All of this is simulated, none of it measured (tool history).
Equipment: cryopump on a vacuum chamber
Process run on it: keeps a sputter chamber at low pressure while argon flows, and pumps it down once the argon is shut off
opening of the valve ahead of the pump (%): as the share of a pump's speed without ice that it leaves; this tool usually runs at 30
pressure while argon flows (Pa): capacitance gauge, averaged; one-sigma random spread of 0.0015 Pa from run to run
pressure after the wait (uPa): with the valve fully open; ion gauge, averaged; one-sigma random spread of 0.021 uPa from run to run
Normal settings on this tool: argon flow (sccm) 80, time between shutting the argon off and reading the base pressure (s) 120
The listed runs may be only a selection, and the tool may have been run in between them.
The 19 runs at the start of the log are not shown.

run    hour  argon flow (sccm)  time between shutting the argon off and reading the base pressure (s)  opening of the valve ahead of the pump (%)  pressure while argon flows (Pa)  pressure after the wait (uPa)
 20  1804.2                 80                                                                     85                                          29                           0.4077                           2.73
     1874.8  -- pump warmed up, emptied and cooled again
 21  1908.7                 80                                                                     85                                          29                           0.3623                           2.12
 22  2000.4                 33                                                                     92                                          48                           0.0941                           2.31
 23  2069.4                 99                                                                    120                                          43                           0.3156                           2.36
 24  2189.6                 99                                                                    143                                          43                           0.3250                           2.49
 25  2280.1                116                                                                    143                                          43                           0.3886                           2.67
 26  2391.7                116                                                                    143                                          43                           0.4002                           2.96
 27  2509.6                 50                                                                    120                                          30                           0.2399                           3.30
 28  2562.8                 50                                                                    120                                          30                           0.2424                           3.37
 29  2658.2                 50                                                                    120                                          30                           0.2495                           3.79
 30  2726.5                 50                                                                    120                                          30                           0.2548                           3.91
     2753.1  -- pump warmed up, emptied and cooled again
 31  2791.5                 99                                                                    128                                          16                           0.8128                           2.89
 32  2918.2                 80                                                                    164                                          27                           0.3943                           3.10

Forecast each of these 3 alternatives for the next run:
  A  2983.9                 80                                                                    244                                          30                                ?                              ?
  B  2983.9                151                                                                     91                                          30                                ?                              ?
  C  2983.9                100                                                                     28                                          43                                ?                              ?

run  pressure while argon flows (Pa)  pressure after the wait (uPa)
  A                           0.3636                           3.17
  B                           0.6827                           3.41
  C                           0.3244                           4.36
With the hidden condition removed and each run's random variation left untouched, the same runs would have given:
run  pressure while argon flows (Pa)  pressure after the wait (uPa)
  A                           0.3424                           0.33
  B                           0.6430                           0.61
  C                           0.2979                           1.50

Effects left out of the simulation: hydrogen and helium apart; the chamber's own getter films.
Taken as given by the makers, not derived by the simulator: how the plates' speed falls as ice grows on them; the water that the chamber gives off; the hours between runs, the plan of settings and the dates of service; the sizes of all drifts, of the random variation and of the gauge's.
